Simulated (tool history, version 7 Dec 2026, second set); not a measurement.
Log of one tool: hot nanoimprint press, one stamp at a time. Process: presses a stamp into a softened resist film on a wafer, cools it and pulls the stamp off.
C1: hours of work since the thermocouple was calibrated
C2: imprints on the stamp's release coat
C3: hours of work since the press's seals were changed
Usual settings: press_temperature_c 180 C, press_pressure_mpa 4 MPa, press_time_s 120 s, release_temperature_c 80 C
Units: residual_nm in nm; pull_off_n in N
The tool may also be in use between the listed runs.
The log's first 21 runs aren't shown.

run 22 hour=492.4 | press_temperature_c=170 press_pressure_mpa=2.61 press_time_s=120 release_temperature_c=69 | C1=33 C2=411 C3=545 | residual_nm=348.2 pull_off_n=236
run 23 hour=511 | press_temperature_c=170 press_pressure_mpa=2.61 press_time_s=120 release_temperature_c=69 | C1=44 C2=457 C3=557 | residual_nm=348.6 pull_off_n=244
run 24 hour=531.9 | press_temperature_c=170 press_pressure_mpa=2.74 press_time_s=238 release_temperature_c=69 | C1=57 C2=508 C3=569 | residual_nm=283.7 pull_off_n=241
-- hour=545.7 press's hydraulic seals changed and the load cell set to zero
-- hour=566.5 stamp cleaned and given a new release coat
run 25 hour=568.6 | press_temperature_c=180 press_pressure_mpa=4 press_time_s=124 release_temperature_c=71 | C1=71 C2=6 C3=10 | residual_nm=197.4 pull_off_n=220
run 26 hour=585 | press_temperature_c=183 press_pressure_mpa=5.29 press_time_s=120 release_temperature_c=80 | C1=81 C2=46 C3=21 | residual_nm=152.9 pull_off_n=192
run 27 hour=601 | press_temperature_c=183 press_pressure_mpa=5.29 press_time_s=120 release_temperature_c=80 | C1=91 C2=85 C3=30 | residual_nm=153.9 pull_off_n=192
run 28 hour=613.1 | press_temperature_c=183 press_pressure_mpa=5.29 press_time_s=120 release_temperature_c=80 | C1=98 C2=115 C3=38 | residual_nm=154.2 pull_off_n=196
run 29 hour=639.2 | press_temperature_c=180 press_pressure_mpa=4.98 press_time_s=120 release_temperature_c=80 | C1=114 C2=179 C3=54 | residual_nm=179.3 pull_off_n=193
run 30 hour=668.3 | press_temperature_c=180 press_pressure_mpa=2.47 press_time_s=120 release_temperature_c=75 | C1=132 C2=250 C3=72 | residual_nm=255.6 pull_off_n=223

Forecast each of these 3 alternatives for the next run:
run A hour=697.9 | press_temperature_c=182 press_pressure_mpa=4 press_time_s=120 release_temperature_c=66 | C1=150 C2=323 C3=90 | residual_nm=? pull_off_n=?
run B hour=697.9 | press_temperature_c=175 press_pressure_mpa=2.88 press_time_s=120 release_temperature_c=74 | C1=150 C2=323 C3=90 | residual_nm=? pull_off_n=?
run C hour=697.9 | press_temperature_c=187 press_pressure_mpa=4 press_time_s=156 release_temperature_c=76 | C1=150 C2=323 C3=90 | residual_nm=? pull_off_n=?

run=A residual_nm=186.5 pull_off_n=246
run=B residual_nm=284.2 pull_off_n=219
run=C residual_nm=139.2 pull_off_n=218
Without the tool's hidden state the same runs would have given:
run=A residual_nm=182.7 pull_off_n=232
run=B residual_nm=279.2 pull_off_n=207
run=C residual_nm=136.4 pull_off_n=206
